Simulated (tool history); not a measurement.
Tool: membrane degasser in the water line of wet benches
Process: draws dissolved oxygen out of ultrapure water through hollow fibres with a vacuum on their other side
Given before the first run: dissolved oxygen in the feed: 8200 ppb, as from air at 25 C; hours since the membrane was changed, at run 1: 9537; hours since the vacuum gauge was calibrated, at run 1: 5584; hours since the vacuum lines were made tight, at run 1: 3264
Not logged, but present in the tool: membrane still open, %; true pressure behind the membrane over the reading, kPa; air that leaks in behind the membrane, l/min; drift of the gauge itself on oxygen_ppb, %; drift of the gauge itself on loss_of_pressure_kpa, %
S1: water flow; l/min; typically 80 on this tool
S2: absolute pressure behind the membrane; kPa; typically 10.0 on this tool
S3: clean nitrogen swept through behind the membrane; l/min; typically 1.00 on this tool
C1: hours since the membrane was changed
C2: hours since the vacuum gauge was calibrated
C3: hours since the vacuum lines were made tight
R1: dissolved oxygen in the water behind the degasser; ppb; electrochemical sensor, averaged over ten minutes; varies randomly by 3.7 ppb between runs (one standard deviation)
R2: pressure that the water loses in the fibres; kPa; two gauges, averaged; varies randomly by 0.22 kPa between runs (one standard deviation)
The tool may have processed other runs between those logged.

| run | hour | S1 | S2 | S3 | C1 | C2 | C3 | R1 | R2 |
|---|---|---|---|---|---|---|---|---|---|
| 1 | 0.0 | 80 | 10.0 | 1.00 | 9537 | 5584 | 3264 | 867.7 | 51.83 |
| 2 | 201.8 | 80 | 9.4 | 1.00 | 9739 | 5786 | 3466 | 799.8 | 52.02 |
| 3 | 457.7 | 80 | 9.4 | 1.00 | 9995 | 6042 | 3721 | 801.5 | 52.15 |
| 4 | 629.9 | 80 | 9.4 | 1.00 | 10167 | 6214 | 3894 | 806.2 | 52.10 |
| 5 | 927.2 | 95 | 10.0 | 1.00 | 10464 | 6511 | 4191 | 986.7 | 61.98 |
| 6 | 1148.1 | 95 | 10.0 | 1.00 | 10685 | 6732 | 4412 | 994.2 | 62.03 |
| 7 | 1408.1 | 95 | 22.3 | 1.00 | 10945 | 6992 | 4672 | 2326.4 | 61.71 |
| 8 | 1597.3 | 95 | 22.3 | 1.00 | 11134 | 7181 | 4861 | 2320.0 | 61.77 |
| 9 | 1761.6 | 119 | 6.6 | 1.01 | 11299 | 7346 | 5025 | 679.0 | 77.28 |
| 10 | 1962.9 | 119 | 11.3 | 1.01 | 11500 | 7547 | 5227 | 1358.1 | 78.10 |
| 11 | 2300.3 | 119 | 11.3 | 1.01 | 11837 | 7885 | 5564 | 1348.7 | 77.50 |
| 12 | 2587.1 | 119 | 11.3 | 1.01 | 12124 | 8171 | 5851 | 1359.1 | 77.03 |
| 13 | 2890.2 | 109 | 16.6 | 1.21 | 12427 | 8474 | 6154 | 1720.9 | 70.84 |
|  | 3066.0 | vacuum gauge calibrated |
| 14 | 3088.6 | 80 | 7.3 | 0.98 | 12625 | 23 | 6352 | 557.7 | 52.15 |
| 15 | 3438.9 | 80 | 7.3 | 0.98 | 12975 | 373 | 6702 | 564.3 | 52.04 |

Each row is a separate what-if for the run after 15, all from the same tool condition, not one after another. Results?
| A | 3724.3 | 106 | 22.3 | 2.51 | 13261 | 658 | 6988 | ? | ? |
| B | 3724.3 | 80 | 11.5 | 0.98 | 13261 | 658 | 6988 | ? | ? |
| C | 3724.3 | 53 | 11.0 | 0.59 | 13261 | 658 | 6988 | ? | ? |
| D | 3724.3 | 106 | 22.2 | 1.00 | 13261 | 658 | 6988 | ? | ? |
| E | 3724.3 | 111 | 16.7 | 0.51 | 13261 | 658 | 6988 | ? | ? |

| run | R1 | R2 |
|---|---|---|
| A | 1449.0 | 68.89 |
| B | 1049.8 | 52.81 |
| C | 1023.2 | 34.59 |
| D | 2491.3 | 69.03 |
| E | 2644.4 | 72.61 |
Without the tool's unlogged condition, the same runs would have read:
| run | R1 | R2 |
|---|---|---|
| A | 1448.6 | 68.79 |
| B | 1049.7 | 52.73 |
| C | 1023.2 | 34.55 |
| D | 2491.1 | 68.93 |
| E | 2644.3 | 72.51 |
